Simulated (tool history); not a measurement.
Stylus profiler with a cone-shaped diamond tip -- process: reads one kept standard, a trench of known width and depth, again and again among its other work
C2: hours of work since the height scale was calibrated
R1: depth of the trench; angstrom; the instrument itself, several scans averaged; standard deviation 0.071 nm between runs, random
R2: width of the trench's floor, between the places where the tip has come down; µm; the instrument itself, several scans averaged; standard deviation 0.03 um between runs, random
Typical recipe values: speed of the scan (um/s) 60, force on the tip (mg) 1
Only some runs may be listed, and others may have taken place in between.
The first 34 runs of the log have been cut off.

run 35 hour=2408.4 | speed_of_the_scan_(um/s)=64 force_on_the_tip_(mg)=1.28 | scans_with_this_tip=11030 C2=764 | R1=1008 R2=18.1
run 36 hour=2487.2 | speed_of_the_scan_(um/s)=105 force_on_the_tip_(mg)=1.28 | scans_with_this_tip=11604 C2=804 | R1=1008.9 R2=17.8
run 37 hour=2543.7 | speed_of_the_scan_(um/s)=105 force_on_the_tip_(mg)=1.28 | scans_with_this_tip=12015 C2=833 | R1=1008.4 R2=17.9
run 38 hour=2625.8 | speed_of_the_scan_(um/s)=105 force_on_the_tip_(mg)=1.28 | scans_with_this_tip=12612 C2=874 | R1=1008.6 R2=17.84
run 39 hour=2709 | speed_of_the_scan_(um/s)=105 force_on_the_tip_(mg)=1.28 | scans_with_this_tip=13218 C2=916 | R1=1007.8 R2=17.81
run 40 hour=2760.4 | speed_of_the_scan_(um/s)=174 force_on_the_tip_(mg)=1.28 | scans_with_this_tip=13592 C2=942 | R1=1009.3 R2=17.3
run 41 hour=2806.9 | speed_of_the_scan_(um/s)=174 force_on_the_tip_(mg)=1.28 | scans_with_this_tip=13930 C2=965 | R1=1007.4 R2=17.31
run 42 hour=2910.1 | speed_of_the_scan_(um/s)=202 force_on_the_tip_(mg)=0.9 | scans_with_this_tip=14681 C2=1017 | R1=1005.9 R2=16.88
run 43 hour=2999.4 | speed_of_the_scan_(um/s)=188 force_on_the_tip_(mg)=1.34 | scans_with_this_tip=15330 C2=1062 | R1=1009.1 R2=17.28

Each row is a separate what-if for the run after 43, all from the same tool condition, not one after another. Results?
run A hour=3051.1 | speed_of_the_scan_(um/s)=36 force_on_the_tip_(mg)=1 | scans_with_this_tip=15707 C2=1089 | R1=? R2=?
run B hour=3051.1 | speed_of_the_scan_(um/s)=188 force_on_the_tip_(mg)=0.98 | scans_with_this_tip=15707 C2=1089 | R1=? R2=?
run C hour=3051.1 | speed_of_the_scan_(um/s)=154 force_on_the_tip_(mg)=0.73 | scans_with_this_tip=15707 C2=1089 | R1=? R2=?
run D hour=3051.1 | speed_of_the_scan_(um/s)=207 force_on_the_tip_(mg)=0.65 | scans_with_this_tip=15707 C2=1089 | R1=? R2=?

run=A R1=1007.3 R2=18.35
run=B R1=1006.4 R2=17.05
run=C R1=1005.2 R2=17.14
run=D R1=1004.8 R2=16.52
Stripped of hidden state, with their random variation kept, the same runs would have yielded:
run=A R1=1007.2 R2=18.37
run=B R1=1006.3 R2=17.07
run=C R1=1005.1 R2=17.16
run=D R1=1004.7 R2=16.54
